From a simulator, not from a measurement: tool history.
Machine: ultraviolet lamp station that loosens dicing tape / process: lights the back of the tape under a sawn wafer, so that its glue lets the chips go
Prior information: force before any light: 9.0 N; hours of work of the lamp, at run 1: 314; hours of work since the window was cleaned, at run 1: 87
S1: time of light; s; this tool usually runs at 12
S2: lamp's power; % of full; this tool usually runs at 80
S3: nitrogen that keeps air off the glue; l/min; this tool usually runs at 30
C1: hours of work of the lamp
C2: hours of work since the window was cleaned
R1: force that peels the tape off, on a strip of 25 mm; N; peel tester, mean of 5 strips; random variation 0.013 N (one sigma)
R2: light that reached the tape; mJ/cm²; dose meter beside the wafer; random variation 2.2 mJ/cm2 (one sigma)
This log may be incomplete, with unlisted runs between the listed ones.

| run | day | S1 | S2 | S3 | C1 | C2 | R1 | R2 |
|---|---|---|---|---|---|---|---|---|
| 1 | 0 | 12 | 80 | 30 | 314 | 87 | 0.775 | 181 |
| 2 | 0.371 | 12 | 97 | 30 | 320 | 92 | 0.49 | 217 |
| 3 | 0.892 | 12 | 80 | 30 | 327 | 99 | 0.803 | 181 |
| 4 | 1.492 | 12 | 80 | 30 | 335 | 107 | 0.8 | 177 |
| 5 | 2.238 | 12 | 80 | 30 | 346 | 118 | 0.798 | 179 |
| 6 | 2.783 | 12 | 60 | 30 | 354 | 126 | 1.467 | 131 |
| 7 | 3.121 | 14 | 60 | 30 | 358 | 130 | 1.099 | 150 |
| 8 | 3.946 | 14 | 60 | 30 | 370 | 142 | 1.135 | 152 |
| 9 | 4.588 | 12 | 62 | 30 | 379 | 151 | 1.417 | 134 |
| 10 | 5.329 | 8 | 80 | 30 | 389 | 161 | 1.817 | 110 |
| 11 | 6.096 | 8 | 80 | 30 | 400 | 172 | 1.76 | 115 |
|  | 6.179 | window cleaned of glue's vapour |
| 12 | 6.883 | 8 | 80 | 30 | 411 | 10 | 1.939 | 113 |
| 13 | 7.579 | 12 | 80 | 47 | 420 | 20 | 0.668 | 165 |
| 14 | 8.075 | 12 | 80 | 47 | 427 | 27 | 0.662 | 167 |
| 15 | 8.638 | 12 | 80 | 19 | 435 | 34 | 1.303 | 168 |
| 16 | 9.079 | 12 | 85 | 18 | 441 | 41 | 1.22 | 176 |
| 17 | 9.604 | 6 | 61 | 15 | 449 | 48 | 4.599 | 63 |
|  | 10.204 | window cleaned of glue's vapour, once more |
| 18 | 10.292 | 12 | 77 | 28 | 458 | 1 | 0.926 | 170 |
| 19 | 11.079 | 19 | 80 | 9 | 469 | 12 | 0.836 | 269 |
| 20 | 11.892 | 11 | 80 | 59 | 481 | 24 | 0.642 | 160 |
| 21 | 12.642 | 13 | 80 | 30 | 491 | 34 | 0.712 | 189 |
| 22 | 13.238 | 10 | 61 | 33 | 500 | 43 | 1.885 | 110 |
| 23 | 13.692 | 10 | 61 | 33 | 506 | 49 | 1.924 | 105 |
| 24 | 14.475 | 10 | 86 | 24 | 517 | 60 | 1.325 | 149 |
| 25 | 15.171 | 10 | 86 | 10 | 527 | 70 | 2.346 | 149 |
| 26 | 15.979 | 10 | 86 | 10 | 538 | 81 | 2.347 | 155 |
| 27 | 16.783 | 8 | 71 | 14 | 549 | 92 | 3.417 | 96 |
| 28 | 17.217 | 19 | 97 | 12 | 555 | 98 | 0.426 | 319 |

Predict each of these 5 candidate next runs independently; none follows another, all start after run 28:
| A | 17.796 | 14 | 75 | 16 | 563 | 107 | ? | ? |
| B | 17.796 | 19 | 87 | 11 | 563 | 107 | ? | ? |
| C | 17.796 | 13 | 97 | 12 | 563 | 107 | ? | ? |
| D | 17.796 | 19 | 79 | 49 | 563 | 107 | ? | ? |
| E | 17.796 | 12 | 80 | 28 | 563 | 107 | ? | ? |

| run | R1 | R2 |
|---|---|---|
| A | 1.262 | 184 |
| B | 0.616 | 286 |
| C | 1.086 | 215 |
| D | 0.185 | 259 |
| E | 0.982 | 166 |
Take away the tool's hidden state, keep each run's random variation, and the runs would have read:
| run | R1 | R2 |
|---|---|---|
| A | 0.834 | 224 |
| B | 0.362 | 349 |
| C | 0.699 | 262 |
| D | 0.104 | 316 |
| E | 0.618 | 202 |
